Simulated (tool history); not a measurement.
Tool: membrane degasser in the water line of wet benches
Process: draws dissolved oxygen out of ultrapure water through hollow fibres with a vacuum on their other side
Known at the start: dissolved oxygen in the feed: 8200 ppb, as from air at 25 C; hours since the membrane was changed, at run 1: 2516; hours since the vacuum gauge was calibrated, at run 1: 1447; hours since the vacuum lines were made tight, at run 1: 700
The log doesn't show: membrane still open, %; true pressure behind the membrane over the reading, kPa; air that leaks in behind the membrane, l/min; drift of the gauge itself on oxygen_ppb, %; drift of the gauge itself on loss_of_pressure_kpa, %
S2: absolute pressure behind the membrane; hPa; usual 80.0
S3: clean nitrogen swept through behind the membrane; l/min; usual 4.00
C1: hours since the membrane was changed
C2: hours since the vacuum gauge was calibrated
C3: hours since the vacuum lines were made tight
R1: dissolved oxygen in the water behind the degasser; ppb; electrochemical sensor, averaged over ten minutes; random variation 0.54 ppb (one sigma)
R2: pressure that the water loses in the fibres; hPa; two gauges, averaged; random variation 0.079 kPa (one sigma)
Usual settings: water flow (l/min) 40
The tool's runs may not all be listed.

{"run": 1, "hour": 0.0, "water flow (l/min)": 40, "S2": 80.0, "S3": 4.0, "C1": 2516, "C2": 1447, "C3": 700, "R1": 124.2, "R2": 259.8}
{"run": 2, "hour": 97.8, "water flow (l/min)": 40, "S2": 80.0, "S3": 4.0, "C1": 2614, "C2": 1545, "C3": 797, "R1": 123.7, "R2": 260.3}
{"run": 3, "hour": 152.3, "water flow (l/min)": 55, "S2": 80.0, "S3": 4.0, "C1": 2668, "C2": 1599, "C3": 852, "R1": 171.7, "R2": 358.1}
{"run": 4, "hour": 261.4, "water flow (l/min)": 55, "S2": 80.0, "S3": 4.0, "C1": 2777, "C2": 1708, "C3": 961, "R1": 172.6, "R2": 357.8}
{"run": 5, "hour": 350.4, "water flow (l/min)": 55, "S2": 80.0, "S3": 4.0, "C1": 2866, "C2": 1797, "C3": 1050, "R1": 173.3, "R2": 358.8}
{"run": 6, "hour": 433.0, "water flow (l/min)": 40, "S2": 185.8, "S3": 4.0, "C1": 2949, "C2": 1880, "C3": 1133, "R1": 360.3, "R2": 260.2}
{"run": 7, "hour": 521.8, "water flow (l/min)": 40, "S2": 80.0, "S3": 11.09, "C1": 3038, "C2": 1969, "C3": 1221, "R1": 53.5, "R2": 261.0}
{"run": 8, "hour": 611.7, "water flow (l/min)": 37, "S2": 80.0, "S3": 4.0, "C1": 3128, "C2": 2058, "C3": 1311, "R1": 115.2, "R2": 241.8}
{"run": 9, "hour": 662.6, "water flow (l/min)": 37, "S2": 80.0, "S3": 4.0, "C1": 3178, "C2": 2109, "C3": 1362, "R1": 115.2, "R2": 241.7}
{"run": 10, "hour": 746.0, "water flow (l/min)": 34, "S2": 80.0, "S3": 6.48, "C1": 3262, "C2": 2193, "C3": 1446, "R1": 69.5, "R2": 221.8}
{"run": 11, "hour": 837.2, "water flow (l/min)": 28, "S2": 80.0, "S3": 2.85, "C1": 3353, "C2": 2284, "C3": 1537, "R1": 116.9, "R2": 182.8}
{"run": 12, "hour": 917.7, "water flow (l/min)": 24, "S2": 63.6, "S3": 9.68, "C1": 3434, "C2": 2364, "C3": 1617, "R1": 23.2, "R2": 156.1}
{"run": 13, "hour": 997.7, "water flow (l/min)": 24, "S2": 63.6, "S3": 9.68, "C1": 3514, "C2": 2444, "C3": 1697, "R1": 23.2, "R2": 158.2}
{"run": 14, "hour": 1067.6, "water flow (l/min)": 38, "S2": 63.3, "S3": 2.33, "C1": 3584, "C2": 2514, "C3": 1767, "R1": 128.1, "R2": 249.1}
{"run": 15, "hour": 1156.9, "water flow (l/min)": 40, "S2": 80.0, "S3": 6.19, "C1": 3673, "C2": 2604, "C3": 1856, "R1": 87.1, "R2": 261.5}

Run 16 comes next. What will it give?
{"run": 16, "hour": 1274.2, "water flow (l/min)": 45, "S2": 119.7, "S3": 11.19, "C1": 3790, "C2": 2721, "C3": 1974, "R1": "?", "R2": "?"}

{"run 16": {"R1": 100.9, "R2": 295.0}}
Without the tool's hidden state the same run would have given R1 97.6 ppb, R2 289.2 hPa.
